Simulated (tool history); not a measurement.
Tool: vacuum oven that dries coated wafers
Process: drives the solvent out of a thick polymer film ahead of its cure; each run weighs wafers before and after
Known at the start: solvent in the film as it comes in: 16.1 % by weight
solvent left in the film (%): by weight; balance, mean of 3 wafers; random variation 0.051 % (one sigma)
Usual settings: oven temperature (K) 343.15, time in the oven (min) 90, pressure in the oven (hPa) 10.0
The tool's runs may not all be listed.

run    hour  oven temperature (K)  time in the oven (min)  pressure in the oven (hPa)  solvent left in the film (%)
  1     0.0                343.15                      90                        10.0                          1.22
  2   125.6                343.15                      90                        10.0                          1.17
  3   177.6                343.15                      90                        10.4                          1.32
  4   299.9                343.15                      90                        10.4                          1.36
  5   427.7                343.15                      90                        10.4                          1.38
  6   537.7                343.15                      90                        10.0                          1.40
  7   663.4                357.15                      90                        10.0                          0.37
  8   754.1                357.15                      45                        10.0                          0.87
  9   839.2                357.15                      45                        10.0                          0.93
 10   949.5                357.15                      45                        10.0                          0.97
     1003.9  -- oven's thermocouples calibrated
 11  1055.8                343.15                      90                        10.0                          1.25
 12  1123.0                343.15                      90                        10.0                          1.22
 13  1231.0                343.15                      90                        10.0                          1.31
 14  1319.6                331.15                      90                        16.2                          4.61
 15  1401.5                331.15                      90                        16.2                          4.70
 16  1490.3                331.15                      90                        16.2                          4.92
 17  1611.4                343.15                      74                         6.5                          1.82
 18  1669.9                343.15                      74                         6.5                          1.77
 19  1725.0                343.15                      90                         6.0                          1.21
 20  1785.2                343.15                      90                         6.0                          1.31
 21  1895.5                343.15                      90                         6.0                          1.25
 22  2003.6                350.15                      90                        24.4                          1.36
 23  2123.8                350.15                      90                        24.4                          1.31
     2206.2  -- oven's thermocouples calibrated
 24  2254.2                357.15                      90                        14.2                          0.45
 25  2366.6                329.15                     158                        30.7                          4.55
 26  2446.0                329.15                     158                        30.7                          4.64

Hidden state or all else? Some run-to-run changes of solvent left in the film (%), split into what the settings, what came in and random variation would give without the hidden state, and what is left for the hidden state (with any gauge scatter that isn't in both results):
The hidden state here: true wafer temperature over the reading, C; true pressure over the reading, kPa; drift of the gauge itself on solvent_pct, %.
Run 10 -> 11: oven temperature (K) 357.15 -> 343.15, time in the oven (min) 45 -> 90, oven's thermocouples calibrated. solvent left in the film (%) +0.28: hidden state -0.10, all else +0.38.
Run 13 -> 14: oven temperature (K) 343.15 -> 331.15, pressure in the oven (hPa) 10.0 -> 16.2. solvent left in the film (%) +3.30: hidden state +0.07, all else +3.23.
Run 24 -> 25: oven temperature (K) 357.15 -> 329.15, time in the oven (min) 90 -> 158, pressure in the oven (hPa) 14.2 -> 30.7. solvent left in the film (%) +4.10: hidden state +0.27, all else +3.83.
